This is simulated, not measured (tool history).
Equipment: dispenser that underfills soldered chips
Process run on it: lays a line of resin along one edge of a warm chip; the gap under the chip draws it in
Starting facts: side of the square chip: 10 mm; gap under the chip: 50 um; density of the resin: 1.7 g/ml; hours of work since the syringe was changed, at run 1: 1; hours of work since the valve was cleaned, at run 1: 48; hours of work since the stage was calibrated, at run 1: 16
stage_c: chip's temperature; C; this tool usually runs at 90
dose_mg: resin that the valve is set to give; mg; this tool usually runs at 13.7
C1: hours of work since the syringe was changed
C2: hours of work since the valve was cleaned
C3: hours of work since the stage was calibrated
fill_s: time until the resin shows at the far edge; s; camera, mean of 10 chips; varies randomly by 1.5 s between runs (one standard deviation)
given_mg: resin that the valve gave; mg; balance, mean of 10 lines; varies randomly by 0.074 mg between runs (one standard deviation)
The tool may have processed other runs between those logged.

run 1 hour=0.0 | stage_c=90 dose_mg=13.7 | C1=1 C2=48 C3=16 | fill_s=152.6 given_mg=13.09
run 2 hour=2.7 | stage_c=90 dose_mg=13.7 | C1=3 C2=50 C3=18 | fill_s=177.9 given_mg=13.06
run 3 hour=6.5 | stage_c=90 dose_mg=13.7 | C1=6 C2=53 C3=21 | fill_s=217.0 given_mg=13.07
run 4 hour=11.9 | stage_c=88 dose_mg=13.7 | C1=10 C2=57 C3=25 | fill_s=310.7 given_mg=13.14
-- hour=14.8 new syringe of resin
run 5 hour=16.6 | stage_c=88 dose_mg=13.7 | C1=1 C2=60 C3=28 | fill_s=164.2 given_mg=13.00
run 6 hour=21.6 | stage_c=88 dose_mg=13.7 | C1=5 C2=64 C3=31 | fill_s=219.0 given_mg=12.82
run 7 hour=27.5 | stage_c=92 dose_mg=13.7 | C1=9 C2=68 C3=36 | fill_s=267.6 given_mg=12.96
-- hour=31.3 new syringe of resin
run 8 hour=31.4 | stage_c=90 dose_mg=13.7 | C1=0 C2=70 C3=38 | fill_s=139.1 given_mg=13.01
run 9 hour=34.9 | stage_c=90 dose_mg=13.7 | C1=3 C2=73 C3=41 | fill_s=171.2 given_mg=12.95
run 10 hour=38.1 | stage_c=78 dose_mg=13.7 | C1=5 C2=75 C3=43 | fill_s=290.6 given_mg=12.86
run 11 hour=41.4 | stage_c=78 dose_mg=12.5 | C1=7 C2=78 C3=45 | fill_s=361.1 given_mg=11.78
run 12 hour=45.8 | stage_c=78 dose_mg=12.5 | C1=10 C2=81 C3=49 | fill_s=457.6 given_mg=11.64
-- hour=48.1 new syringe of resin
run 13 hour=50.9 | stage_c=101 dose_mg=17.4 | C1=2 C2=84 C3=52 | fill_s=117.6 given_mg=16.25
run 14 hour=55.1 | stage_c=101 dose_mg=17.4 | C1=5 C2=87 C3=55 | fill_s=151.4 given_mg=16.36
run 15 hour=60.2 | stage_c=100 dose_mg=16.4 | C1=9 C2=91 C3=59 | fill_s=199.0 given_mg=15.33
run 16 hour=62.9 | stage_c=90 dose_mg=13.8 | C1=11 C2=93 C3=61 | fill_s=324.8 given_mg=12.83
-- hour=64.6 new syringe of resin
run 17 hour=67.2 | stage_c=104 dose_mg=12.6 | C1=2 C2=96 C3=64 | fill_s=109.3 given_mg=11.46
run 18 hour=72.2 | stage_c=85 dose_mg=15.3 | C1=5 C2=99 C3=67 | fill_s=247.7 given_mg=14.15
run 19 hour=75.9 | stage_c=103 dose_mg=14.0 | C1=8 C2=102 C3=70 | fill_s=180.3 given_mg=12.81
run 20 hour=79.4 | stage_c=103 dose_mg=14.0 | C1=11 C2=105 C3=72 | fill_s=217.9 given_mg=12.83
-- hour=81.3 new syringe of resin
run 21 hour=83.1 | stage_c=91 dose_mg=17.1 | C1=1 C2=107 C3=75 | fill_s=147.6 given_mg=15.73
run 22 hour=86.3 | stage_c=93 dose_mg=13.2 | C1=4 C2=109 C3=77 | fill_s=169.4 given_mg=12.01
run 23 hour=91.9 | stage_c=90 dose_mg=17.1 | C1=8 C2=113 C3=81 | fill_s=241.6 given_mg=15.62
run 24 hour=94.4 | stage_c=90 dose_mg=17.1 | C1=9 C2=115 C3=83 | fill_s=281.2 given_mg=15.48

What if the next run were any one of these 5? Each begins from the tool's condition after run 24:
-- hour=98.0 new syringe of resin
run A hour=99.9 | stage_c=77 dose_mg=12.0 | C1=1 C2=119 C3=87 | fill_s=? given_mg=?
-- hour=98.0 new syringe of resin
run B hour=99.9 | stage_c=90 dose_mg=12.9 | C1=1 C2=119 C3=87 | fill_s=? given_mg=?
-- hour=98.0 new syringe of resin
run C hour=99.9 | stage_c=90 dose_mg=17.2 | C1=1 C2=119 C3=87 | fill_s=? given_mg=?
-- hour=98.0 new syringe of resin
run D hour=99.9 | stage_c=90 dose_mg=13.7 | C1=1 C2=119 C3=87 | fill_s=? given_mg=?
-- hour=98.0 new syringe of resin
run E hour=99.9 | stage_c=80 dose_mg=12.0 | C1=1 C2=119 C3=87 | fill_s=? given_mg=?

run=A fill_s=240.3 given_mg=10.83
run=B fill_s=154.9 given_mg=11.80
run=C fill_s=151.0 given_mg=15.64
run=D fill_s=151.2 given_mg=12.28
run=E fill_s=213.5 given_mg=11.00
Without the tool's hidden state the same runs would have given:
run=A fill_s=222.0 given_mg=11.95
run=B fill_s=143.8 given_mg=13.00
run=C fill_s=142.3 given_mg=17.24
run=D fill_s=141.0 given_mg=13.55
run=E fill_s=197.1 given_mg=12.12

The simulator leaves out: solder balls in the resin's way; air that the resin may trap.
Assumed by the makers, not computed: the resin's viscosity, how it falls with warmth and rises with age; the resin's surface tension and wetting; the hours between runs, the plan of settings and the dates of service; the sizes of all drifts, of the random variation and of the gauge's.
